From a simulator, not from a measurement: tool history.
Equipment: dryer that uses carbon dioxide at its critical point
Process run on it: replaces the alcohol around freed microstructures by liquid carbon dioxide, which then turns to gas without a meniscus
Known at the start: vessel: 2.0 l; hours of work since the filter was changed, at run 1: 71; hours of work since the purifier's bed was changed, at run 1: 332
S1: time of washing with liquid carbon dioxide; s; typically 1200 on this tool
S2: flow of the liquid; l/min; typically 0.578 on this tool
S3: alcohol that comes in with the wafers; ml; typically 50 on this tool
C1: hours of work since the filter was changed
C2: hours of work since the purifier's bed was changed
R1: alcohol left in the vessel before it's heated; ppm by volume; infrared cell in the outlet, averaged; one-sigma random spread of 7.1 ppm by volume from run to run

run	hour	S1	S2	S3	C1	C2	R1
1	0	1200	0.578	50	71	332	469
2	34.1	1200	0.578	50	93	354	495
3	70.4	1200	0.578	22	118	379	269
4	92.9	1200	0.578	22	133	394	271
# hour 124.9: inlet filter changed
5	133.5	1200	0.578	50	6	420	400
6	156.6	1200	0.578	50	21	436	423
7	185	1200	0.774	50	40	455	174
8	223.4	840	0.578	50	66	480	1412
9	259.8	1200	0.578	50	90	504	512
10	287.4	1200	0.578	50	108	523	522
11	312.9	1200	0.578	50	125	540	560
12	352.4	1200	0.403	50	152	566	1612
# hour 357: inlet filter changed
13	393.2	1200	0.887	50	24	593	141
14	411.3	1200	0.667	50	36	605	308
15	447.1	1200	0.667	50	60	629	318
16	485.2	1200	0.667	50	86	654	349
17	510.6	1200	0.578	50	103	671	540
18	543.6	1200	0.578	58	125	693	658
19	569.7	1200	0.464	50	142	711	1179
# hour 585.7: inlet filter changed
20	589.3	1200	0.578	50	2	723	471
21	609.7	1200	0.578	50	16	737	472
22	632.4	1200	0.578	50	31	752	496
23	660.3	1200	0.578	50	50	770	509
24	685.3	1740	0.578	24	66	787	168
25	725.4	900	0.498	35	93	814	1383
26	746.8	1860	0.853	22	108	828	136
27	763.5	1860	0.866	22	119	839	147
28	794.6	840	0.578	45	139	860	1551
# hour 815.6: inlet filter changed
29	835.2	840	0.578	77	13	887	2093
30	863.6	840	0.578	77	32	905	2158
31	889.9	1020	0.578	76	50	923	1210
32	926.2	780	0.43	76	74	947	5300
33	955.9	780	0.374	76	94	967	6841
34	982.7	1920	0.384	98	112	985	826
35	1012.7	1260	0.578	50	132	1005	563
36	1031.5	1260	0.578	50	144	1018	576
# hour 1045.6: inlet filter changed
37	1055.8	1260	0.578	50	7	1033	443
38	1087.4	1260	0.496	113	28	1054	1435
39	1128	1260	0.954	89	55	1081	222
40	1167.2	1260	0.617	89	81	1107	636
41	1206.9	1260	0.617	89	108	1134	671
42	1243.8	720	0.353	91	132	1159	10425
43	1262	780	0.408	50	144	1171	4334
# hour 1276.7: inlet filter changed
44	1286.3	1320	0.411	45	6	1186	974
45	1311.6	1620	0.841	22	23	1203	217
46	1345.9	1500	0.718	21	46	1226	215

Run by run, hidden condition taken away, random variation retained:
The hidden state here: flow that reaches the vessel past the clogged filter, %; alcohol in the recycled carbon dioxide, ppm; drift of the gauge itself on alcohol_ppm, %.
run	R1
1	338
2	335
3	147
4	139
5	324
6	332
7	86
8	1184
9	337
10	333
11	339
12	1150
13	38
14	181
15	176
16	182
17	326
18	386
19	777
20	345
21	334
22	337
23	334
24	29
25	1061
26	0
27	6
28	1087
29	1872
30	1872
31	933
32	4656
33	5986
34	478
35	271
36	270
37	265
38	1164
39	31
40	355
41	352
42	9012
43	3471
44	749
45	10
46	10
